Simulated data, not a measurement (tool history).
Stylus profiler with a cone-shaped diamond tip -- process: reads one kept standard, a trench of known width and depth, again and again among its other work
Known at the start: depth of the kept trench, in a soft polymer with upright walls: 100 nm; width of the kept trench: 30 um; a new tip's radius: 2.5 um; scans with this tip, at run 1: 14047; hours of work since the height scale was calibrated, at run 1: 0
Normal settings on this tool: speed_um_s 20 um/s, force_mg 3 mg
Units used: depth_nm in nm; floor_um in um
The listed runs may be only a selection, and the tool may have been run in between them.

run,hour,speed_um_s,force_mg,scans with this tip,hours of work since the height scale was calibrated,depth_nm,floor_um
1,0,20,3,14047,0,101.545,28.55
2,53.8,20,3,14532,42,101.545,28.56
3,107.9,40,3,15021,84,101.54,28.5
4,148.5,20,3,15388,116,101.544,28.55
5,208.2,20,3,15927,163,101.544,28.58
6,253.8,20,1.03,16339,199,100.749,28.53
7,314.4,20,1.03,16886,246,100.758,28.53
8,359.3,20,1.03,17292,281,100.765,28.48
9,387.8,20,1.03,17549,303,100.751,28.53
10,434.3,20,7.04,17969,340,102.746,28.59
11,464.2,20,7.04,18239,363,102.742,28.55
12,522.7,24,4.27,18767,409,101.943,28.57
13,571.8,17,2.19,19211,447,101.249,28.56
14,613,43,1.93,19584,479,101.152,28.47
15,668.8,45,1.35,20088,523,100.902,28.46
16,702.6,29,5.98,20392,549,102.454,28.55
17,764,24,5.98,20947,597,102.453,28.59
18,796.3,8,1.31,21239,623,100.882,28.53
19,856.9,8,1.31,21787,670,100.887,28.53

Alternative continuations, all from the tool just after run 19; predict every row:
A,882.1,6,3,22014,690,?,?
B,882.1,57,7.86,22014,690,?,?
C,882.1,11,3.63,22014,690,?,?
D,882.1,7,3.79,22014,690,?,?
E,882.1,47,2.88,22014,690,?,?

run,depth_nm,floor_um
A,101.54,28.56
B,102.962,28.56
C,101.765,28.62
D,101.809,28.59
E,101.489,28.52
With no hidden state in the tool, these same runs would have given:
run,depth_nm,floor_um
A,101.537,28.57
B,102.959,28.57
C,101.761,28.63
D,101.806,28.6
E,101.486,28.53

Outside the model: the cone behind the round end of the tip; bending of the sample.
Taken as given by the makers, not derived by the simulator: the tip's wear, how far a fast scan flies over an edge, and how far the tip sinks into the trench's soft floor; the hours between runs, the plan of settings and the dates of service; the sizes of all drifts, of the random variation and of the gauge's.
